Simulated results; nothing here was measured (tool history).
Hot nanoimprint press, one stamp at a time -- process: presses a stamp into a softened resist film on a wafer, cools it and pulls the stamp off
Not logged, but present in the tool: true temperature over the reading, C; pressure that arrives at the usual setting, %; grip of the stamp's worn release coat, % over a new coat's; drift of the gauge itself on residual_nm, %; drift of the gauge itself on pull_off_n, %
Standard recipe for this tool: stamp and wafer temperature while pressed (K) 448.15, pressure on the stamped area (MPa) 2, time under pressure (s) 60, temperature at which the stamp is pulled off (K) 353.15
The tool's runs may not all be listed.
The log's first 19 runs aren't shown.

run,hour,stamp and wafer temperature while pressed (K),pressure on the stamped area (MPa),time under pressure (s),temperature at which the stamp is pulled off (K),hours of work since the thermocouple was calibrated,imprints on the stamp's release coat,hours of work since the press's seals were changed,resist left under the stamp's widest pad (nm),greatest force while the stamp is pulled off (N)
20,251.2,445.15,1.85,108,351.15,40,812,284,320.2,247
21,266.4,446.15,2,60,353.15,50,856,294,366.5,257
22,274.4,446.15,2,60,353.15,55,880,298,361.7,257
23,283,446.15,2,60,353.15,60,905,304,362.6,259
24,295.3,449.15,1.82,60,353.15,67,941,311,333.1,256
25,303.2,448.15,2,60,342.15,72,964,316,327,314
26,314.8,442.15,2,104,353.15,80,999,323,365.7,258
27,329.3,442.15,2,104,353.15,88,1041,332,363.4,260
28,339.6,442.15,2,104,353.15,95,1071,339,364.8,255
29,348.3,437.15,1.8,56,353.15,100,1097,344,545.4,272
30,357.9,448.15,2.18,56,353.15,106,1125,350,327.8,274

What if the next run were any one of these 4? Each begins from the tool's condition after run 30:
A,375.6,448.15,2.18,40,353.15,117,1177,361,?,?
B,375.6,456.15,2,57,345.15,117,1177,361,?,?
C,375.6,441.15,2.18,56,353.15,117,1177,361,?,?
D,375.6,448.15,2.18,98,340.15,117,1177,361,?,?

run,resist left under the stamp's widest pad (nm),greatest force while the stamp is pulled off (N)
A,369.8,263
B,233.9,297
C,447,277
D,269.2,325
With no hidden state in the tool, these same runs would have given:
run,resist left under the stamp's widest pad (nm),greatest force while the stamp is pulled off (N)
A,357.8,199
B,226,225
C,433.6,209
D,259.2,246
